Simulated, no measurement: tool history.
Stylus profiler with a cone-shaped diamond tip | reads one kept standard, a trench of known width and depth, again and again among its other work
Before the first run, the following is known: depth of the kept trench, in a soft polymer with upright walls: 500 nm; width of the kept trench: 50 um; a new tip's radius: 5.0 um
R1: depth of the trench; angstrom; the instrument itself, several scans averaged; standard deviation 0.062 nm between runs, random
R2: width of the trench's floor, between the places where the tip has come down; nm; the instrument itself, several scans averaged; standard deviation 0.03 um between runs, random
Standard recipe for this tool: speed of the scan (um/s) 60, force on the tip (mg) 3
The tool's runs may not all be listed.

Run 1, hour 0: usual settings. Result: R1 5036.4 angstrom, R2 45330 nm.
Run 2, hour 51.1: usual settings. Result: R1 5036.9 angstrom, R2 45340 nm.
Run 3, hour 133.5: usual settings. Result: R1 5035.6 angstrom, R2 45320 nm.
Run 4, hour 215.5: usual settings but speed of the scan (um/s) 158. Result: R1 5036.5 angstrom, R2 44820 nm.
Run 5, hour 266.2: usual settings but speed of the scan (um/s) 158. Result: R1 5037.1 angstrom, R2 44820 nm.
Run 6, hour 362.3: usual settings but speed of the scan (um/s) 158. Result: R1 5037.6 angstrom, R2 44760 nm.
Run 7, hour 445.6: usual settings but force on the tip (mg) 1.23. Result: R1 5020 angstrom, R2 45170 nm.
Run 8, hour 514.1: usual settings but force on the tip (mg) 3.06. Result: R1 5036.7 angstrom, R2 45360 nm.
Run 9, hour 583.4: usual settings but speed of the scan (um/s) 216, force on the tip (mg) 2.02. Result: R1 5028.7 angstrom, R2 44240 nm.
Run 10, hour 658.6: usual settings but speed of the scan (um/s) 51, force on the tip (mg) 1.33. Result: R1 5020.8 angstrom, R2 45200 nm.
Run 11, hour 702.1: usual settings but speed of the scan (um/s) 56, force on the tip (mg) 2.61. Result: R1 5033.6 angstrom, R2 45250 nm.
Run 12, hour 753.8: usual settings but speed of the scan (um/s) 56, force on the tip (mg) 2.61. Result: R1 5032.4 angstrom, R2 45290 nm.
Run 13, hour 822.2: usual settings but speed of the scan (um/s) 59, force on the tip (mg) 6.79. Result: R1 5063.4 angstrom, R2 45420 nm.
Run 14, hour 921: usual settings but speed of the scan (um/s) 59, force on the tip (mg) 6.79. Result: R1 5064.9 angstrom, R2 45450 nm.

4 options for the next run, each taken on its own from the tool as it stands now. Forecast them:
Run A, hour 992.8: usual settings but speed of the scan (um/s) 56, force on the tip (mg) 1.2. Result: R1 ?, R2 ?.
Run B, hour 992.8: usual settings but speed of the scan (um/s) 181, force on the tip (mg) 1. Result: R1 ?, R2 ?.
Run C, hour 992.8: usual settings but speed of the scan (um/s) 34, force on the tip (mg) 4.77. Result: R1 ?, R2 ?.
Run D, hour 992.8: usual settings but speed of the scan (um/s) 183, force on the tip (mg) 6.92. Result: R1 ?, R2 ?.

run      R1     R2
  A  5018.8  45180
  B    5017  43960
  C  5049.3  45480
  D  5064.6  44980
Without the tool's unlogged condition, the same runs would have read:
run      R1     R2
  A    5019  45200
  B  5017.1  43980
  C  5049.4  45500
  D  5064.7  45000

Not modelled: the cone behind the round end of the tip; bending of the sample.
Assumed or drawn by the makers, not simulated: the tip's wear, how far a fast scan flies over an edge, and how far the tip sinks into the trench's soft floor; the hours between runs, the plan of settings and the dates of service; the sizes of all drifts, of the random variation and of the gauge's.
